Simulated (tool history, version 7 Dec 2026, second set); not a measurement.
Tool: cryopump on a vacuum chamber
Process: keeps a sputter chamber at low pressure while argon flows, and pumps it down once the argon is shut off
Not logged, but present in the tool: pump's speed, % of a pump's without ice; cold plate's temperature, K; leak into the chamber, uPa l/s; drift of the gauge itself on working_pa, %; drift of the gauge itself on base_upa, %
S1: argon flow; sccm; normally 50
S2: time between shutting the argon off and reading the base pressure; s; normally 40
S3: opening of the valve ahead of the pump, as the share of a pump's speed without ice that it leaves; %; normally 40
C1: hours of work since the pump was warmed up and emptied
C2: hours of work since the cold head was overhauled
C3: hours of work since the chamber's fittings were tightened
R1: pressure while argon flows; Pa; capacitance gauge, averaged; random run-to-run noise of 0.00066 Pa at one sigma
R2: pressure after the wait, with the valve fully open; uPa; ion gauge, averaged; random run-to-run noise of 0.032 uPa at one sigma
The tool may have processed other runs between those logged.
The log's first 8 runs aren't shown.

Run 9, hour 405.8: usual settings but S1 53 sccm; C1 51; C2 1199; C3 3459. Result: R1 0.1173 Pa, R2 2.52 uPa.
Run 10, hour 461.0: usual settings but S1 53 sccm; C1 95; C2 1243; C3 3502. Result: R1 0.1150 Pa, R2 2.53 uPa.
Run 11, hour 517.0: usual settings but S1 53 sccm; C1 139; C2 1287; C3 3547. Result: R1 0.1169 Pa, R2 2.50 uPa.
Run 12, hour 565.0: usual settings but S2 31 s; C1 177; C2 1325; C3 3585. Result: R1 0.1101 Pa, R2 3.03 uPa.
Run 13, hour 615.3: usual settings but S1 43 sccm; C1 217; C2 1365; C3 3624. Result: R1 0.0957 Pa, R2 2.57 uPa.
Run 14, hour 648.6: usual settings but S1 43 sccm, S3 23 %; C1 243; C2 1391; C3 3651. Result: R1 0.1635 Pa, R2 2.58 uPa.
Run 15, hour 711.8: usual settings but S1 43 sccm, S3 23 %; C1 293; C2 1441; C3 3701. Result: R1 0.1645 Pa, R2 2.64 uPa.
At hour 724.0: leaking fittings of the chamber tightened, without venting.
Run 16, hour 762.6: usual settings but S1 43 sccm, S3 23 %; C1 332; C2 1480; C3 31. Result: R1 0.1656 Pa, R2 1.72 uPa.
Run 17, hour 805.2: usual settings but S1 43 sccm, S3 23 %; C1 366; C2 1513; C3 64. Result: R1 0.1663 Pa, R2 1.78 uPa.
Run 18, hour 845.2: usual settings but S1 43 sccm, S3 23 %; C1 397; C2 1545; C3 96. Result: R1 0.1642 Pa, R2 1.76 uPa.
Run 19, hour 911.9: usual settings but S2 85 s; C1 450; C2 1598; C3 149. Result: R1 0.1120 Pa, R2 0.98 uPa.
Run 20, hour 953.4: usual settings but S2 144 s, S3 35 %; C1 483; C2 1630; C3 181. Result: R1 0.1274 Pa, R2 0.72 uPa.
Run 21, hour 1008.1: usual settings but S1 39 sccm, S2 30 s, S3 35 %; C1 526; C2 1674; C3 225. Result: R1 0.1007 Pa, R2 2.33 uPa.
Run 22, hour 1069.4: usual settings but S1 39 sccm, S2 30 s, S3 35 %; C1 575; C2 1722; C3 273. Result: R1 0.1000 Pa, R2 2.27 uPa.
Run 23, hour 1140.2: usual settings but S1 21 sccm, S3 58 %; C1 631; C2 1778; C3 329. Result: R1 0.0334 Pa, R2 1.86 uPa.
Run 24, hour 1194.1: usual settings but S1 28 sccm, S3 42 %; C1 673; C2 1821; C3 372. Result: R1 0.0619 Pa, R2 1.87 uPa.
Run 25, hour 1254.2: usual settings but S1 84 sccm, S3 16 %; C1 721; C2 1868; C3 419. Result: R1 0.4649 Pa, R2 1.86 uPa.
Run 26, hour 1323.2: usual settings but S1 61 sccm, S2 218 s, S3 16 %; C1 776; C2 1923; C3 474. Result: R1 0.3407 Pa, R2 0.64 uPa.

Run 27 is up next; what results do you expect?
Run 27, hour 1375.5: usual settings but S1 61 sccm, S2 218 s, S3 16 %; C1 817; C2 1964; C3 515. Result: R1 ?, R2 ?.

R1: 0.3389 Pa
R2: 0.64 uPa
On a tool with no hidden condition, and with the same random variation, this run would have come out at R1 0.3312 Pa, R2 0.44 uPa.
